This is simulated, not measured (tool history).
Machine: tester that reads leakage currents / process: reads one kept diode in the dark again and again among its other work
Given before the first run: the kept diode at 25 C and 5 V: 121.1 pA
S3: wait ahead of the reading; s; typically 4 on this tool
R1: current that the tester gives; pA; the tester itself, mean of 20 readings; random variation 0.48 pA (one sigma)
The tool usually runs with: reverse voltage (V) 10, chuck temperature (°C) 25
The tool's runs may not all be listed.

Run 1, day 0: usual settings. Result: R1 158.4 pA.
Run 2, day 3.467: usual settings. Result: R1 159.02 pA.
Run 3, day 8.229: usual settings. Result: R1 158.62 pA.
Run 4, day 14.271: usual settings. Result: R1 158.49 pA.
Run 5, day 18.721: usual settings but S3 0.59 s. Result: R1 161.99 pA.
Run 6, day 24.858: usual settings but S3 0.59 s. Result: R1 162.18 pA.
Run 7, day 30.95: usual settings. Result: R1 159.26 pA.
Run 8, day 36.771: usual settings. Result: R1 159.19 pA.
Run 9, day 42.488: usual settings. Result: R1 158.44 pA.
Run 10, day 46.625: usual settings. Result: R1 159.23 pA.
Run 11, day 52.012: usual settings but reverse voltage (V) 3.5. Result: R1 105.87 pA.
Run 12, day 55.421: usual settings but chuck temperature (°C) 43. Result: R1 661.02 pA.
Run 13, day 61.154: usual settings but chuck temperature (°C) 32. Result: R1 282.43 pA.
Run 14, day 64.542: usual settings. Result: R1 158.42 pA.
Run 15, day 70.725: usual settings. Result: R1 159.11 pA.
Run 16, day 73.55: usual settings. Result: R1 158.89 pA.
Run 17, day 79.492: usual settings. Result: R1 159.23 pA.
Run 18, day 83.558: usual settings but chuck temperature (°C) 21, S3 0.8 s. Result: R1 115.09 pA.
Run 19, day 87.354: usual settings but reverse voltage (V) 1.5, chuck temperature (°C) 21, S3 0.52 s. Result: R1 54.98 pA.
Run 20, day 92.525: usual settings but reverse voltage (V) 2.9, chuck temperature (°C) 21, S3 0.52 s. Result: R1 70.52 pA.
Run 21, day 97.829: usual settings but reverse voltage (V) 2.9, chuck temperature (°C) 21, S3 0.52 s. Result: R1 70.88 pA.
Run 22, day 101.688: usual settings but reverse voltage (V) 2.9, chuck temperature (°C) 21, S3 0.52 s. Result: R1 71.09 pA.
Run 23, day 105.242: usual settings but reverse voltage (V) 16.2, chuck temperature (°C) 21, S3 0.58 s. Result: R1 141.12 pA.
Run 24, day 110.129: usual settings but reverse voltage (V) 16.2, chuck temperature (°C) 21, S3 0.58 s. Result: R1 141.06 pA.
Run 25, day 115.875: usual settings but reverse voltage (V) 9.4, chuck temperature (°C) 37, S3 1.21 s. Result: R1 410.64 pA.
Run 26, day 120.358: usual settings but reverse voltage (V) 9.4, chuck temperature (°C) 24, S3 1.21 s. Result: R1 143.47 pA.
Run 27, day 124.375: usual settings but reverse voltage (V) 1.2, chuck temperature (°C) 24, S3 1.73 s. Result: R1 64.31 pA.
Run 28, day 130.417: usual settings but chuck temperature (°C) 22. Result: R1 123.24 pA.
Run 29, day 135.058: usual settings but S3 1.4 s. Result: R1 159.61 pA.
Run 30, day 139.404: usual settings but reverse voltage (V) 4.3, chuck temperature (°C) 60. Result: R1 1606.15 pA.
Run 31, day 144.933: usual settings but reverse voltage (V) 4.3, chuck temperature (°C) 60. Result: R1 1600.01 pA.
Run 32, day 147.508: usual settings but chuck temperature (°C) 43, S3 0.47 s. Result: R1 662.82 pA.
Run 33, day 151.854: usual settings but reverse voltage (V) 3.4, chuck temperature (°C) 23, S3 0.47 s. Result: R1 90.47 pA.

Put back what was entered between runs (7 entries, withheld): which listed runs does each sit between, and how does the hidden state differ from the listed run before to the listed run after?
Run 3 -> run 4: probe card cleaned and baked (day 10.996)
  stray current of the dirty probe card, pA a volt: 0.027 -> 0.02
Run 6 -> run 7: chuck's temperature calibrated (day 25.962)
  both runs share identical hidden conditions
Run 13 -> run 14: chuck's temperature calibrated (day 62.225)
  stray current of the dirty probe card, pA a volt: 0.023 -> 0.024
Run 19 -> run 20: tester calibrated (day 88.012)
  both runs share identical hidden conditions
Run 21 -> run 22: chuck's temperature calibrated (day 98.592)
  both runs share identical hidden conditions
Run 24 -> run 25: probe card cleaned and baked (day 112.067)
  stray current of the dirty probe card, pA a volt: 0.027 -> 0.02
Run 28 -> run 29: chuck's temperature calibrated (day 134.983)
  stray current of the dirty probe card, pA a volt: 0.021 -> 0.022
